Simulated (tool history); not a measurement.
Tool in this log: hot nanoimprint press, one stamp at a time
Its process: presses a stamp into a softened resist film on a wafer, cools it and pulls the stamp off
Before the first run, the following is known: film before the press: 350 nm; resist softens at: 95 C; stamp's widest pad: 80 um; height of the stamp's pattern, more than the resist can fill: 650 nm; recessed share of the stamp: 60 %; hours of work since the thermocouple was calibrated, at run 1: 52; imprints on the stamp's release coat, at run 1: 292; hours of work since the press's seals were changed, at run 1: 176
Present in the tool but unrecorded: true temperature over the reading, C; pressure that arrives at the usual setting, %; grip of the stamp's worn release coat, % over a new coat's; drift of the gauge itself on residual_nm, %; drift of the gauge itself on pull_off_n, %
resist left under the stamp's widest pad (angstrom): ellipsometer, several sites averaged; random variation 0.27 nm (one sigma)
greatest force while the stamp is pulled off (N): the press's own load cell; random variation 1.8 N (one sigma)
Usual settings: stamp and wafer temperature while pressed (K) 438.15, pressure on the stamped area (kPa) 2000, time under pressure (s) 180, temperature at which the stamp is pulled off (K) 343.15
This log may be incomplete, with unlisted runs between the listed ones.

run   hour  stamp and wafer temperature while pressed (K)  pressure on the stamped area (kPa)  time under pressure (s)  temperature at which the stamp is pulled off (K)  hours of work since the thermocouple was calibrated  imprints on the stamp's release coat  hours of work since the press's seals were changed  resist left under the stamp's widest pad (angstrom)  greatest force while the stamp is pulled off (N)
  1      0                                         438.15                                2000                      180                                            343.15                                                   52                                   292                                                 176                                                 1371                                               190
  2    8.1                                         449.15                                2000                      180                                            343.15                                                   56                                   315                                                 180                                                  962                                               192
  3   15.7                                         449.15                                2000                      180                                            343.15                                                   59                                   336                                                 184                                                  955                                               186
  4   25.9                                         449.15                                2000                      180                                            343.15                                                   64                                   364                                                 189                                                  952                                               187
  5   34.6                                         449.15                                2000                      180                                            343.15                                                   69                                   388                                                 193                                                  952                                               191
  6     44                                         449.15                                2000                      180                                            343.15                                                   73                                   415                                                 198                                                  951                                               190
  7   53.8                                         438.15                                2000                      180                                            336.15                                                   78                                   442                                                 203                                                 1362                                               208
  8   61.5                                         438.15                                2000                      180                                            343.15                                                   82                                   463                                                 206                                                 1359                                               191
  9   69.4                                         438.15                                2000                      180                                            343.15                                                   86                                   485                                                 210                                                 1354                                               185
 10   75.5                                         438.15                                2000                      180                                            343.15                                                   89                                   502                                                 213                                                 1349                                               189
 11   80.2                                         438.15                                2000                      180                                            343.15                                                   91                                   515                                                 216                                                 1346                                               188
 12   90.7                                         438.15                                2000                      180                                            343.15                                                   96                                   544                                                 221                                                 1351                                               186
 13   98.4                                         438.15                                2000                      180                                            343.15                                                  100                                   566                                                 225                                                 1347                                               191
 14  103.2                                         438.15                                1660                      180                                            343.15                                                  103                                   579                                                 227                                                 1499                                               191
     108.8  -- gauge calibrated
 15  110.7                                         438.15                                1660                      180                                            343.15                                                  106                                   600                                                 231                                                 1522                                               189
 16  115.6                                         435.15                                2750                      180                                            344.15                                                  109                                   613                                                 233                                                 1259                                               184
 17  123.5                                         435.15                                2750                      162                                            347.15                                                  112                                   635                                                 237                                                 1303                                               179
 18    130                                         436.15                                2750                      162                                            341.15                                                  116                                   653                                                 240                                                 1254                                               192
 19  136.5                                         436.15                                2750                      162                                            341.15                                                  119                                   671                                                 243                                                 1253                                               191
 20  146.8                                         436.15                                2750                      293                                            341.15                                                  124                                   700                                                 248                                                 1015                                               194
 21  156.6                                         436.15                                2750                      283                                            342.15                                                  129                                   727                                                 253                                                 1029                                               192
 22  163.6                                         438.15                                2000                      147                                            343.15                                                  132                                   746                                                 257                                                 1451                                               192
 23    169                                         448.15                                2480                      112                                            349.15                                                  135                                   762                                                 259                                                 1017                                               173
 24  174.8                                         449.15                                2100                      112                                            349.15                                                  138                                   778                                                 262                                                 1088                                               171
 25  182.7                                         436.15                                2000                      180                                            345.15                                                  142                                   800                                                 266                                                 1450                                               183
 26  192.7                                         445.15                                2300                      206                                            331.15                                                  146                                   827                                                 271                                                  934                                               219
 27    200                                         438.15                                2360                      180                                            343.15                                                  150                                   848                                                 274                                                 1226                                               191
     209.5  -- stamp cleaned and given a new release coat
 28  213.4                                         446.15                                2360                      123                                            343.15                                                  154                                    11                                                 278                                                 1070                                               189
 29  218.7                                         438.15                                2000                      180                                            338.15                                                  156                                    26                                                 281                                                 1345                                               207

5 options for the next run, each taken on its own from the tool as it stands now. Forecast them:
  A  225.8                                         438.15                                2000                      180                                            341.15                                                  160                                    45                                                 284                                                    ?                                                 ?
  B  225.8                                         448.15                                2000                      180                                            338.15                                                  160                                    45                                                 284                                                    ?                                                 ?
  C  225.8                                         433.15                                2000                      180                                            343.15                                                  160                                    45                                                 284                                                    ?                                                 ?
  D  225.8                                         438.15                                2000                      197                                            343.15                                                  160                                    45                                                 284                                                    ?                                                 ?
  E  225.8                                         438.15                                2000                      180                                            328.15                                                  160                                    45                                                 284                                                    ?                                                 ?

run  resist left under the stamp's widest pad (angstrom)  greatest force while the stamp is pulled off (N)
  A                                                 1344                                               196
  B                                                  970                                               200
  C                                                 1596                                               192
  D                                                 1307                                               187
  E                                                 1343                                               230
What these runs would have given with no unlogged condition in the tool:
run  resist left under the stamp's widest pad (angstrom)  greatest force while the stamp is pulled off (N)
  A                                                 1369                                               196
  B                                                  988                                               200
  C                                                 1625                                               192
  D                                                 1332                                               187
  E                                                 1369                                               230
